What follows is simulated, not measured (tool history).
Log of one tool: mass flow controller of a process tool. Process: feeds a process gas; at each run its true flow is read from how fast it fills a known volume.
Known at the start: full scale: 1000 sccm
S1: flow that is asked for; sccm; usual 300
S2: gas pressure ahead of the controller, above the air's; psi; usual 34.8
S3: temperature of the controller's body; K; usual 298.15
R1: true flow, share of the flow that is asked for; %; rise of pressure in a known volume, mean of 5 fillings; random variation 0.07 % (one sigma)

| run | hour | S1 | S2 | S3 | R1 |
|---|---|---|---|---|---|
| 1 | 0.0 | 300 | 34.8 | 298.15 | 95.70 |
| 2 | 226.6 | 300 | 34.8 | 298.15 | 95.53 |
| 3 | 418.3 | 300 | 34.8 | 298.15 | 95.47 |
| 4 | 719.5 | 300 | 34.8 | 298.15 | 95.14 |
| 5 | 1010.6 | 300 | 34.8 | 298.15 | 95.03 |
| 6 | 1405.0 | 519 | 30.6 | 296.15 | 95.19 |
| 7 | 1672.9 | 287 | 36.0 | 295.15 | 94.17 |
| 8 | 1874.9 | 107 | 32.3 | 310.15 | 92.38 |
|  | 1964.7 | controller exchanged for a calibrated one |
| 9 | 2096.9 | 259 | 25.5 | 310.15 | 98.63 |
| 10 | 2529.1 | 215 | 21.5 | 305.15 | 97.28 |

4 ways to go on from here, each from the tool as it stands after run 10. What would each give?
| A | 2716.6 | 771 | 27.3 | 309.15 | ? |
| B | 2716.6 | 557 | 34.1 | 313.15 | ? |
| C | 2716.6 | 194 | 38.6 | 302.15 | ? |
| D | 2716.6 | 300 | 34.8 | 299.15 | ? |

| run | R1 |
|---|---|
| A | 99.74 |
| B | 99.70 |
| C | 97.69 |
| D | 97.83 |
Without the tool's hidden state the same runs would have given:
| run | R1 |
|---|---|
| A | 100.18 |
| B | 100.20 |
| C | 98.57 |
| D | 98.51 |
